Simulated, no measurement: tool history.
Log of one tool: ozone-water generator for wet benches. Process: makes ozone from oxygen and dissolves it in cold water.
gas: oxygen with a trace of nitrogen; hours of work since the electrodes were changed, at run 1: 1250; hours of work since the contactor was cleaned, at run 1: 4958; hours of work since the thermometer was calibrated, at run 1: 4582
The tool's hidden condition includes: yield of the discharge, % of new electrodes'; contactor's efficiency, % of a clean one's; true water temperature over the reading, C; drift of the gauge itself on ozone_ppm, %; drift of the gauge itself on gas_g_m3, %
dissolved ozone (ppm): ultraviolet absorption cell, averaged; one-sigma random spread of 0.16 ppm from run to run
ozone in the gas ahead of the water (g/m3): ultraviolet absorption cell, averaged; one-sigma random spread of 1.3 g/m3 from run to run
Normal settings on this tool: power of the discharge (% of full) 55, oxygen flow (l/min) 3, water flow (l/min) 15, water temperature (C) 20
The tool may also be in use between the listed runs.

run   hour  power of the discharge (% of full)  oxygen flow (l/min)  water flow (l/min)  water temperature (C)  hours of work since the electrodes were changed  hours of work since the contactor was cleaned  hours of work since the thermometer was calibrated  dissolved ozone (ppm)  ozone in the gas ahead of the water (g/m3)
  1      0                                  55                    3                  15                     20                                             1250                                           4958                                                4582                   19.6                                       228.1
  2   20.4                                  55                    3                  15                     20                                             1265                                           4972                                                4596                   19.4                                       227.7
  3     47                                  55                    3                  15                     20                                             1283                                           4991                                                4615                   19.5                                       226.9
  4   77.7                                  55                    3                  15                     20                                             1305                                           5013                                                4637                   19.6                                       226.8
  5    113                                  55                    3                  23                     20                                             1330                                           5038                                                4662                   13.3                                       225.9
  6  154.6                                  55                    3                  23                     20                                             1360                                           5067                                                4691                   13.2                                       227.7
  7  191.7                                  55                 2.05                  15                     20                                             1386                                           5094                                                4718                   17.5                                       263.9
  8  222.2                                  55                    3                  15                     20                                             1407                                           5115                                                4739                   19.3                                       228.3
  9  243.2                                  69                    3                  15                     20                                             1422                                           5130                                                4754                   22.6                                         265
 10  279.7                                  69                    3                  15                     20                                             1448                                           5156                                                4780                     23                                       265.5
 11  304.1                                  69                    3                  15                     20                                             1465                                           5173                                                4797                   22.5                                       267.4
 12  331.9                                  69                    3                  15                     20                                             1485                                           5193                                                4817                   22.6                                       263.7
 13  356.5                                  69                    3                  15                     20                                             1503                                           5210                                                4834                   22.8                                       265.1
 14  394.6                                  55                    3                  15                     20                                             1530                                           5237                                                4861                   19.5                                         229
 15  418.7                                  55                    3                  15                     20                                             1547                                           5254                                                4878                   19.1                                       230.5
 16  443.8                                  55                    3                  10                     20                                             1564                                           5272                                                4896                   26.4                                       226.9
 17  464.7                                  55                    3                  10                     26                                             1579                                           5287                                                4911                     24                                       227.7
 18  494.4                                  55                 1.57                  15                     14                                             1600                                           5308                                                4932                   16.7                                       285.5
 19  534.9                                  61                 1.57                  11                     23                                             1629                                           5336                                                4960                   21.8                                       303.7
 20  556.3                                  54                    3                  22                     20                                             1644                                           5352                                                4976                   13.5                                       224.9
 21  582.5                                  43                 3.53                  15                     20                                             1662                                           5370                                                4994                   17.1                                       181.7
 22  606.1                                  55                 4.39                  18                     20                                             1679                                           5387                                                5011                   18.4                                       198.8
 23  635.4                                  55                 3.71                  12                     20                                             1700                                           5408                                                5032                     24                                       208.5
 24  655.9                                  92                 1.51                  11                     21                                             1714                                           5422                                                5046                     29                                       409.5
 25  678.8                                  55                 1.55                  18                     20                                             1731                                           5438                                                5062                     13                                       285.5
 26  714.4                                  55                 1.55                  13                     17                                             1756                                           5464                                                5088                   18.3                                       285.9
 27  753.4                                  53                 1.85                  18                     18                                             1783                                           5491                                                5115                     14                                       260.1
 28  785.8                                  55                    3                  10                     13                                             1806                                           5514                                                5138                   29.5                                       226.2
 29  806.3                                  55                    3                  10                     13                                             1821                                           5529                                                5153                   29.3                                         230
 30  832.3                                  55                    3                  10                     13                                             1839                                           5547                                                5171                   29.6                                         228
 31  860.6                                  98                 1.91                  20                     24                                             1859                                           5567                                                5191                   18.5                                       392.2
 32  902.6                                  55                 1.87                  11                     20                                             1889                                           5597                                                5221                   22.2                                       269.8
 33    934                                  55                 1.87                  11                     20                                             1911                                           5619                                                5243                     22                                       271.4
 34    978                                  49                 1.97                  15                     20                                             1942                                           5650                                                5274                   15.7                                       242.5

What if the next run were any one of these 3? Each begins from the tool's condition after run 34:
  A  1006.1                                  49                 1.97                  12                     21                                             1962                                           5670                                                5294                      ?                                           ?
  B  1006.1                                  48                    3                  15                     23                                             1962                                           5670                                                5294                      ?                                           ?
  C  1006.1                                  55                 3.36                  18                     20                                             1962                                           5670                                                5294                      ?                                           ?

run  dissolved ozone (ppm)  ozone in the gas ahead of the water (g/m3)
  A                   18.9                                       242.9
  B                   16.8                                       205.4
  C                   17.1                                       218.1
With the hidden condition removed and each run's random variation left untouched, the same runs would have given:
run  dissolved ozone (ppm)  ozone in the gas ahead of the water (g/m3)
  A                   19.8                                       247.9
  B                   17.6                                       209.5
  C                     18                                       223.1
